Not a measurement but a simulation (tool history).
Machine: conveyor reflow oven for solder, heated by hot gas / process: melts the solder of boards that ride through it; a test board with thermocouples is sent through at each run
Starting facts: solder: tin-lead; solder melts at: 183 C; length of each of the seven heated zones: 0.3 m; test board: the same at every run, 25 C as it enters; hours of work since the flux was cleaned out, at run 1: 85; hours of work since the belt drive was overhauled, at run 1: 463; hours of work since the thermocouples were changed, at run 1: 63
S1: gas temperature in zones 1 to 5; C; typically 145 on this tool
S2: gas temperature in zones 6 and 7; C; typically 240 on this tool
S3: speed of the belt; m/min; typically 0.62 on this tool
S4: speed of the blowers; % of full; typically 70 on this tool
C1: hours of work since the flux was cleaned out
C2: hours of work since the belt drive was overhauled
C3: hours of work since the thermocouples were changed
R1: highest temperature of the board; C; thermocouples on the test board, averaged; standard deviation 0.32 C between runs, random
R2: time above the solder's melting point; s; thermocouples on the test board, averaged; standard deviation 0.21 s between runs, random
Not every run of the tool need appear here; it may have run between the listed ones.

{"run": 1, "day": 0.0, "S1": 145, "S2": 240, "S3": 0.62, "S4": 70, "C1": 85, "C2": 463, "C3": 63, "R1": 216.0, "R2": 43.5}
{"run": 2, "day": 0.333, "S1": 145, "S2": 240, "S3": 0.62, "S4": 70, "C1": 88, "C2": 466, "C3": 67, "R1": 215.8, "R2": 43.3}
{"run": 3, "day": 0.942, "S1": 145, "S2": 235, "S3": 0.62, "S4": 70, "C1": 94, "C2": 472, "C3": 73, "R1": 211.6, "R2": 40.8}
{"run": 4, "day": 1.367, "S1": 145, "S2": 235, "S3": 0.62, "S4": 70, "C1": 99, "C2": 477, "C3": 77, "R1": 212.2, "R2": 40.8}
{"run": 5, "day": 1.754, "S1": 145, "S2": 235, "S3": 0.62, "S4": 70, "C1": 103, "C2": 481, "C3": 81, "R1": 211.8, "R2": 40.8}
{"run": 6, "day": 2.321, "S1": 145, "S2": 255, "S3": 0.62, "S4": 70, "C1": 109, "C2": 487, "C3": 87, "R1": 227.9, "R2": 50.2}
{"run": 7, "day": 2.762, "S1": 145, "S2": 240, "S3": 0.62, "S4": 70, "C1": 113, "C2": 491, "C3": 92, "R1": 215.7, "R2": 43.4}
{"run": 8, "day": 3.129, "S1": 145, "S2": 240, "S3": 0.62, "S4": 70, "C1": 117, "C2": 495, "C3": 96, "R1": 215.9, "R2": 43.5}
{"run": 9, "day": 3.783, "S1": 145, "S2": 240, "S3": 0.62, "S4": 70, "C1": 124, "C2": 502, "C3": 103, "R1": 215.1, "R2": 43.3}
{"run": 10, "day": 4.188, "S1": 145, "S2": 240, "S3": 0.62, "S4": 70, "C1": 128, "C2": 506, "C3": 107, "R1": 215.5, "R2": 43.4}
{"run": 11, "day": 4.704, "S1": 145, "S2": 240, "S3": 0.62, "S4": 70, "C1": 134, "C2": 512, "C3": 112, "R1": 215.3, "R2": 43.0}
{"run": 12, "day": 5.046, "S1": 145, "S2": 240, "S3": 0.62, "S4": 70, "C1": 137, "C2": 515, "C3": 116, "R1": 215.5, "R2": 43.1}
{"run": 13, "day": 5.671, "S1": 145, "S2": 240, "S3": 0.62, "S4": 52, "C1": 144, "C2": 522, "C3": 122, "R1": 210.8, "R2": 38.8}
{"day": 5.892, "done": "belt drive overhauled, speed set with a stopwatch"}
{"run": 14, "day": 6.408, "S1": 145, "S2": 240, "S3": 0.62, "S4": 75, "C1": 150, "C2": 5, "C3": 128, "R1": 216.3, "R2": 44.6}
{"run": 15, "day": 6.996, "S1": 145, "S2": 240, "S3": 0.62, "S4": 75, "C1": 156, "C2": 12, "C3": 134, "R1": 216.4, "R2": 44.3}
{"run": 16, "day": 7.4, "S1": 145, "S2": 240, "S3": 0.62, "S4": 75, "C1": 160, "C2": 16, "C3": 138, "R1": 216.4, "R2": 44.2}

What does the tool deliver on the next run?
{"run": 17, "day": 7.892, "S1": 145, "S2": 240, "S3": 0.62, "S4": 75, "C1": 165, "C2": 21, "C3": 144, "R1": "?", "R2": "?"}

Run 17 yielded R1 216.8 C, R2 43.7 s.
On a tool with no hidden condition, and with the same random variation, this run would have come out at R1 218.0 C, R2 44.3 s.

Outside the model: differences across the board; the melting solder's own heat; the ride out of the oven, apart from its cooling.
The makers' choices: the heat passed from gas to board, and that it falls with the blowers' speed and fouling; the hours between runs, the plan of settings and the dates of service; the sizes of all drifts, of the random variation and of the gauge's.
